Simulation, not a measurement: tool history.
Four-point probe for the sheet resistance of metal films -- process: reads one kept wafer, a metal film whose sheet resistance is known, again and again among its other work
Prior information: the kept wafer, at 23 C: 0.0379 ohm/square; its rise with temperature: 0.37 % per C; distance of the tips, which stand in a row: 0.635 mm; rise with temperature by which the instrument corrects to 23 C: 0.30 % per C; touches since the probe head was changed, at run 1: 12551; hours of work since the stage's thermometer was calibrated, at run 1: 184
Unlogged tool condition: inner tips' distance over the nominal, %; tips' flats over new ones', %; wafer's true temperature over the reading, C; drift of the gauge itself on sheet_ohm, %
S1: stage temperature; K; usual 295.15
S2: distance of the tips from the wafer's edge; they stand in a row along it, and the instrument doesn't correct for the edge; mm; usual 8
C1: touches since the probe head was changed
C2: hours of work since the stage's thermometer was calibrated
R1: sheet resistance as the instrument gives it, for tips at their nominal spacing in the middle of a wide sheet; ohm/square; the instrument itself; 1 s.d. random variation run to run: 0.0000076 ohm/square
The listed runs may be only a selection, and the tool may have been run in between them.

{"run": 1, "hour": 0.0, "S1": 295.15, "S2": 8, "C1": 12551, "C2": 184, "R1": 0.038039}
{"run": 2, "hour": 32.9, "S1": 295.15, "S2": 8, "C1": 13103, "C2": 208, "R1": 0.038041}
{"run": 3, "hour": 64.2, "S1": 295.15, "S2": 8, "C1": 13627, "C2": 230, "R1": 0.038044}
{"run": 4, "hour": 107.9, "S1": 295.15, "S2": 24, "C1": 14360, "C2": 261, "R1": 0.037918}
{"run": 5, "hour": 143.9, "S1": 296.15, "S2": 8, "C1": 14964, "C2": 287, "R1": 0.038066}
{"run": 6, "hour": 191.4, "S1": 296.15, "S2": 8, "C1": 15761, "C2": 322, "R1": 0.038071}
{"run": 7, "hour": 231.4, "S1": 296.15, "S2": 8, "C1": 16432, "C2": 350, "R1": 0.038061}
{"run": 8, "hour": 264.4, "S1": 298.15, "S2": 8, "C1": 16985, "C2": 374, "R1": 0.038119}
{"run": 9, "hour": 327.9, "S1": 295.15, "S2": 8, "C1": 18049, "C2": 420, "R1": 0.038048}
{"run": 10, "hour": 364.2, "S1": 305.15, "S2": 8, "C1": 18658, "C2": 446, "R1": 0.038275}
{"run": 11, "hour": 423.6, "S1": 295.15, "S2": 7, "C1": 19654, "C2": 489, "R1": 0.038065}
{"run": 12, "hour": 459.8, "S1": 295.15, "S2": 7, "C1": 20261, "C2": 515, "R1": 0.038087}
{"run": 13, "hour": 485.7, "S1": 295.15, "S2": 7, "C1": 20695, "C2": 533, "R1": 0.038063}
{"run": 14, "hour": 515.6, "S1": 305.15, "S2": 8, "C1": 21197, "C2": 555, "R1": 0.038267}
{"run": 15, "hour": 559.2, "S1": 293.15, "S2": 26, "C1": 21928, "C2": 586, "R1": 0.037868}
{"run": 16, "hour": 600.8, "S1": 297.15, "S2": 6, "C1": 22626, "C2": 616, "R1": 0.038182}
{"run": 17, "hour": 642.1, "S1": 297.15, "S2": 6, "C1": 23318, "C2": 646, "R1": 0.038179}
{"run": 18, "hour": 667.7, "S1": 297.15, "S2": 44, "C1": 23747, "C2": 664, "R1": 0.037954}
{"run": 19, "hour": 707.4, "S1": 297.15, "S2": 44, "C1": 24412, "C2": 693, "R1": 0.037959}
{"run": 20, "hour": 733.0, "S1": 297.15, "S2": 44, "C1": 24843, "C2": 711, "R1": 0.037953}
{"run": 21, "hour": 794.5, "S1": 308.15, "S2": 15, "C1": 25874, "C2": 755, "R1": 0.038256}
{"run": 22, "hour": 822.4, "S1": 295.15, "S2": 74, "C1": 26341, "C2": 775, "R1": 0.037894}
{"run": 23, "hour": 876.6, "S1": 295.15, "S2": 8, "C1": 27250, "C2": 814, "R1": 0.038024}

What will run 24 give?
{"run": 24, "hour": 906.7, "S1": 296.15, "S2": 9, "C1": 27754, "C2": 836, "R1": "?"}

R1: 0.038031 ohm/square
Were there no unlogged condition in the tool, this run, its random variation unchanged, would have produced R1 0.038008 ohm/square.
